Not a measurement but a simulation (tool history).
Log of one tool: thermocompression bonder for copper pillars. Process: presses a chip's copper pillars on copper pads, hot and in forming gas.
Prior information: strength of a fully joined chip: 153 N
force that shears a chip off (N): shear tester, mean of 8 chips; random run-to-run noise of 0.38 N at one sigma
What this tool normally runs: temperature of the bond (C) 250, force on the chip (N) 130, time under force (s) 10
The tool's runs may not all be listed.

run	hour	temperature of the bond (C)	force on the chip (N)	time under force (s)	force that shears a chip off (N)
1	0	250	130	10	78.2
2	11.7	250	130	10	77.2
3	20.5	250	130	10	76.7
4	26.2	250	79	10	52.2
5	35.9	250	79	10	52.5
6	46.4	250	79	10	52.3
7	54.1	254	130	10	80.9
8	63.2	254	130	10	80.7
9	71.4	254	130	10	80.5
10	78.3	250	130	10	76.4
11	85.2	250	130	10	77.3
12	94.9	233	130	12	67.7
13	105.1	246	88	15	63.1
14	111	246	88	15	63.9
15	117.1	246	88	15	63.5
16	127.1	256	123	12	84.3
17	134.5	256	102	23	91.8
18	139.7	250	103	10	64.9
19	148.7	250	176	10	94.1
20	160.6	250	176	10	93.5
21	166.7	264	137	7	83
22	173	264	111	7	70.7

Here are 5 independent what-if runs from the current tool condition. What would each one return?
A	183.8	224	184	14	?
B	183.8	241	174	12	?
C	183.8	264	111	29	?
D	183.8	232	130	6	?
E	183.8	230	111	7	?

run	force that shears a chip off (N)
A	82.7
B	90.3
C	110.5
D	51.1
E	45.9
Had the tool no hidden state, the same runs would have come out as:
run	force that shears a chip off (N)
A	82.8
B	90.4
C	110.7
D	51.2
E	46
